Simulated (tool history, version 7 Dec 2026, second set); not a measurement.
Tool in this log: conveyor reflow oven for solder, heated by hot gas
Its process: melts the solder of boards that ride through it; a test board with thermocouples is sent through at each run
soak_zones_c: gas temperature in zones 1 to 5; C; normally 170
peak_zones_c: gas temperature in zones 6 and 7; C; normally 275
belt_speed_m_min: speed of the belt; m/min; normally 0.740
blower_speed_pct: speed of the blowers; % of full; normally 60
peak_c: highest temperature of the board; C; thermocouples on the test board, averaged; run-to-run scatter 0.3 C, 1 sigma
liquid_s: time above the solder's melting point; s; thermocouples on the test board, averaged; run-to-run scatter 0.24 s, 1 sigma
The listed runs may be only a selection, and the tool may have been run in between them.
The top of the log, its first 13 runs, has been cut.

run,hour,soak_zones_c,peak_zones_c,belt_speed_m_min,blower_speed_pct,peak_c,liquid_s
# hour 785.7: flux residue cleaned out of gas plates and filters
14,813.1,170,276,0.740,60,260.4,52.4
15,869.9,170,276,0.740,60,260.3,52.5
16,937.2,179,276,0.740,55,260.9,55.0
17,976.3,179,276,0.740,55,260.3,54.8
18,1031.9,170,281,0.740,57,264.6,53.9
# hour 1075.9: flux residue cleaned out of gas plates and filters
19,1106.3,178,281,0.740,57,266.1,56.7
20,1148.2,178,281,0.740,57,265.4,56.6
21,1225.7,161,281,0.756,57,262.1,49.4
22,1287.8,161,281,0.756,57,262.2,49.2
# hour 1370.1: flux residue cleaned out of gas plates and filters
23,1373.5,170,275,0.872,60,253.9,40.0
24,1436.0,170,275,0.872,60,254.2,40.4
25,1519.7,170,272,0.847,60,252.3,41.3
26,1568.7,170,272,0.847,60,252.3,40.6
27,1611.1,170,264,0.740,60,249.7,46.5
# hour 1659.6: flux residue cleaned out of gas plates and filters
28,1697.6,180,264,0.681,60,253.3,56.6
29,1756.4,180,264,0.681,60,253.5,56.9
# hour 1789.1: belt drive overhauled, speed set with a stopwatch
30,1819.3,173,275,0.634,60,264.1,64.8

Below are 3 alternative next runs, each starting from the tool's condition after run 30. Predict each:
A,1858.3,174,275,0.634,60,?,?
B,1858.3,179,275,0.741,60,?,?
C,1858.3,170,275,0.740,65,?,?

run,peak_c,liquid_s
A,264.7,65.0
B,260.6,54.8
C,261.0,53.0
Had the tool no hidden state, the same runs would have come out as:
run,peak_c,liquid_s
A,264.7,65.0
B,260.5,54.8
C,260.9,53.0
